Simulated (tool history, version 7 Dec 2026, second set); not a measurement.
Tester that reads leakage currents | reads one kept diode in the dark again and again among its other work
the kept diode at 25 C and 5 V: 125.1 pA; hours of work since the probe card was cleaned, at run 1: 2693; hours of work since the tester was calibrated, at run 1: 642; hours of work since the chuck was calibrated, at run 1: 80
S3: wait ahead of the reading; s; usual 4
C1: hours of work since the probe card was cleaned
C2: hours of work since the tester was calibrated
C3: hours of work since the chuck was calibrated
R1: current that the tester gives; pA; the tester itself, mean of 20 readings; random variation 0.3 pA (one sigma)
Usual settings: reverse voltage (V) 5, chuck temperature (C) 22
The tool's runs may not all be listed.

run 1 hour=0 | reverse_voltage_(V)=5 chuck_temperature_(C)=22 S3=4 | C1=2693 C2=642 C3=80 | R1=104.13
run 2 hour=107.6 | reverse_voltage_(V)=2.05 chuck_temperature_(C)=22 S3=4 | C1=2758 C2=707 C3=145 | R1=76.62
run 3 hour=168.9 | reverse_voltage_(V)=2.91 chuck_temperature_(C)=22 S3=4 | C1=2795 C2=744 C3=182 | R1=86.85
run 4 hour=258 | reverse_voltage_(V)=5 chuck_temperature_(C)=47 S3=4 | C1=2849 C2=798 C3=236 | R1=671.87
run 5 hour=339.9 | reverse_voltage_(V)=5 chuck_temperature_(C)=22 S3=2.58 | C1=2898 C2=847 C3=285 | R1=106.07
run 6 hour=407.6 | reverse_voltage_(V)=5 chuck_temperature_(C)=22 S3=4 | C1=2939 C2=888 C3=326 | R1=106.12
run 7 hour=477.3 | reverse_voltage_(V)=5 chuck_temperature_(C)=22 S3=4 | C1=2981 C2=930 C3=368 | R1=106.43
run 8 hour=538.6 | reverse_voltage_(V)=5 chuck_temperature_(C)=22 S3=9.3 | C1=3018 C2=967 C3=405 | R1=106.37
run 9 hour=623.1 | reverse_voltage_(V)=5 chuck_temperature_(C)=22 S3=4 | C1=3069 C2=1018 C3=456 | R1=107.6
run 10 hour=705.2 | reverse_voltage_(V)=5 chuck_temperature_(C)=22 S3=4 | C1=3118 C2=1067 C3=506 | R1=107.22
run 11 hour=809.5 | reverse_voltage_(V)=5 chuck_temperature_(C)=22 S3=4 | C1=3181 C2=1130 C3=569 | R1=107.91
run 12 hour=934.7 | reverse_voltage_(V)=5 chuck_temperature_(C)=22 S3=4 | C1=3257 C2=1206 C3=644 | R1=108.66
run 13 hour=994 | reverse_voltage_(V)=5 chuck_temperature_(C)=22 S3=4 | C1=3293 C2=1241 C3=680 | R1=108.38
run 14 hour=1046.7 | reverse_voltage_(V)=5 chuck_temperature_(C)=22 S3=4 | C1=3324 C2=1273 C3=712 | R1=109.33
run 15 hour=1110.5 | reverse_voltage_(V)=5 chuck_temperature_(C)=22 S3=4 | C1=3363 C2=1312 C3=750 | R1=109.03
run 16 hour=1193.5 | reverse_voltage_(V)=5 chuck_temperature_(C)=22 S3=4 | C1=3413 C2=1362 C3=800 | R1=109.61
run 17 hour=1305.4 | reverse_voltage_(V)=5 chuck_temperature_(C)=22 S3=4 | C1=3480 C2=1429 C3=868 | R1=110.26
run 18 hour=1430.2 | reverse_voltage_(V)=5 chuck_temperature_(C)=22 S3=4 | C1=3556 C2=1504 C3=943 | R1=110.98
run 19 hour=1500.3 | reverse_voltage_(V)=5 chuck_temperature_(C)=22 S3=4 | C1=3598 C2=1547 C3=985 | R1=111.32
run 20 hour=1625.9 | reverse_voltage_(V)=5 chuck_temperature_(C)=22 S3=4 | C1=3674 C2=1622 C3=1061 | R1=111.56
run 21 hour=1705.7 | reverse_voltage_(V)=1.34 chuck_temperature_(C)=31 S3=2.67 | C1=3722 C2=1671 C3=1109 | R1=141.97
run 22 hour=1769.5 | reverse_voltage_(V)=1.34 chuck_temperature_(C)=31 S3=2.67 | C1=3760 C2=1709 C3=1148 | R1=142.67
run 23 hour=1823.6 | reverse_voltage_(V)=11.4 chuck_temperature_(C)=22 S3=1.07 | C1=3793 C2=1742 C3=1180 | R1=157.05
run 24 hour=1945.6 | reverse_voltage_(V)=5 chuck_temperature_(C)=56 S3=0.34 | C1=3866 C2=1815 C3=1254 | R1=1298.24
-- hour=1989.6 chuck's temperature calibrated
-- hour=2003.3 probe card cleaned and baked
run 25 hour=2065.7 | reverse_voltage_(V)=2.05 chuck_temperature_(C)=33 S3=0.75 | C1=38 C2=1885 C3=44 | R1=182.32
run 26 hour=2141.6 | reverse_voltage_(V)=7.47 chuck_temperature_(C)=33 S3=0.75 | C1=83 C2=1930 C3=90 | R1=288.76
run 27 hour=2246.5 | reverse_voltage_(V)=1.04 chuck_temperature_(C)=31 S3=4 | C1=147 C2=1994 C3=153 | R1=124.4
run 28 hour=2361.2 | reverse_voltage_(V)=1.04 chuck_temperature_(C)=45 S3=1.19 | C1=216 C2=2063 C3=222 | R1=349.74
run 29 hour=2450.7 | reverse_voltage_(V)=4.03 chuck_temperature_(C)=50 S3=4 | C1=270 C2=2117 C3=276 | R1=772.96
-- hour=2505.1 probe card cleaned and baked, once more
run 30 hour=2562.4 | reverse_voltage_(V)=4.03 chuck_temperature_(C)=50 S3=4 | C1=35 C2=2182 C3=342 | R1=765.08
run 31 hour=2684.8 | reverse_voltage_(V)=4.03 chuck_temperature_(C)=50 S3=4 | C1=108 C2=2256 C3=416 | R1=766.91
run 32 hour=2737.2 | reverse_voltage_(V)=13.8 chuck_temperature_(C)=22 S3=4 | C1=140 C2=2288 C3=447 | R1=140.71
run 33 hour=2860.9 | reverse_voltage_(V)=5 chuck_temperature_(C)=21 S3=1.4 | C1=215 C2=2362 C3=522 | R1=93.61
run 34 hour=2950.6 | reverse_voltage_(V)=9.38 chuck_temperature_(C)=22 S3=1.08 | C1=269 C2=2417 C3=576 | R1=126.32
run 35 hour=3013 | reverse_voltage_(V)=9.38 chuck_temperature_(C)=22 S3=1.08 | C1=306 C2=2454 C3=614 | R1=127.44
run 36 hour=3087 | reverse_voltage_(V)=3.83 chuck_temperature_(C)=52 S3=6.25 | C1=351 C2=2499 C3=658 | R1=875.75
run 37 hour=3167.9 | reverse_voltage_(V)=1.82 chuck_temperature_(C)=39 S3=7.18 | C1=400 C2=2548 C3=707 | R1=277.31
run 38 hour=3236 | reverse_voltage_(V)=6.22 chuck_temperature_(C)=39 S3=9.38 | C1=441 C2=2589 C3=748 | R1=410.14
run 39 hour=3314.3 | reverse_voltage_(V)=6.22 chuck_temperature_(C)=39 S3=9.38 | C1=488 C2=2636 C3=795 | R1=411.4

Run 40 comes next. What will it give?
run 40 hour=3415.5 | reverse_voltage_(V)=6.22 chuck_temperature_(C)=26 S3=0.63 | C1=549 C2=2697 C3=856 | R1=?

R1: 154.97 pA
Without the tool's hidden state the same run would have given R1 147.66 pA.
